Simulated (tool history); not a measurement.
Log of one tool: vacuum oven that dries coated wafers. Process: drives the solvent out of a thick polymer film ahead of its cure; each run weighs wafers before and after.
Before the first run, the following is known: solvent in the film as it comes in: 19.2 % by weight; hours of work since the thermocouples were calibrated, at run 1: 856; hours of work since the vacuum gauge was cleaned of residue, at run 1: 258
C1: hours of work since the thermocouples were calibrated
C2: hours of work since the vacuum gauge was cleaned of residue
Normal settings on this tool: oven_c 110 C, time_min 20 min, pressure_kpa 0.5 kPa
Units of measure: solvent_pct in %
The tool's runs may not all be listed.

run 1 hour=0 | oven_c=110 time_min=20 pressure_kpa=0.5 | C1=856 C2=258 | solvent_pct=4.75
run 2 hour=18.5 | oven_c=110 time_min=20 pressure_kpa=0.5 | C1=865 C2=267 | solvent_pct=4.76
run 3 hour=33.5 | oven_c=110 time_min=20 pressure_kpa=0.5 | C1=873 C2=275 | solvent_pct=4.78
run 4 hour=43.3 | oven_c=110 time_min=20 pressure_kpa=0.5 | C1=878 C2=280 | solvent_pct=4.79
run 5 hour=52.1 | oven_c=110 time_min=20 pressure_kpa=0.5 | C1=883 C2=285 | solvent_pct=4.77
run 6 hour=65.4 | oven_c=110 time_min=20 pressure_kpa=0.5 | C1=890 C2=292 | solvent_pct=4.73
run 7 hour=82.8 | oven_c=110 time_min=20 pressure_kpa=0.718 | C1=899 C2=301 | solvent_pct=4.97
run 8 hour=95.3 | oven_c=110 time_min=20 pressure_kpa=1.53 | C1=905 C2=307 | solvent_pct=5.68
run 9 hour=112.9 | oven_c=110 time_min=20 pressure_kpa=1.53 | C1=914 C2=316 | solvent_pct=5.67
run 10 hour=130 | oven_c=110 time_min=20 pressure_kpa=1.53 | C1=923 C2=325 | solvent_pct=5.65
run 11 hour=141.5 | oven_c=110 time_min=20 pressure_kpa=0.5 | C1=929 C2=331 | solvent_pct=4.79
run 12 hour=152.8 | oven_c=110 time_min=20 pressure_kpa=0.5 | C1=935 C2=337 | solvent_pct=4.75
run 13 hour=163.5 | oven_c=110 time_min=20 pressure_kpa=0.5 | C1=940 C2=342 | solvent_pct=4.72
run 14 hour=174.4 | oven_c=110 time_min=20 pressure_kpa=0.5 | C1=946 C2=348 | solvent_pct=4.74
run 15 hour=186.2 | oven_c=110 time_min=20 pressure_kpa=0.5 | C1=952 C2=354 | solvent_pct=4.75
run 16 hour=196.4 | oven_c=110 time_min=23 pressure_kpa=0.5 | C1=957 C2=359 | solvent_pct=4.03
run 17 hour=212.1 | oven_c=110 time_min=23 pressure_kpa=0.5 | C1=966 C2=368 | solvent_pct=4
run 18 hour=220.1 | oven_c=110 time_min=20 pressure_kpa=0.467 | C1=970 C2=372 | solvent_pct=4.7
run 19 hour=236.2 | oven_c=110 time_min=20 pressure_kpa=0.467 | C1=978 C2=380 | solvent_pct=4.76
-- hour=239.4 oven's thermocouples calibrated
run 20 hour=256.6 | oven_c=117 time_min=20 pressure_kpa=0.5 | C1=9 C2=389 | solvent_pct=3.2

For run 21, what comes out?
run 21 hour=273 | oven_c=114 time_min=13 pressure_kpa=1.845 | C1=17 C2=398 | solvent_pct=?

solvent_pct: 7.01 %
The same run, on a tool lacking any hidden state, would have yielded solvent_pct 7.32 %.
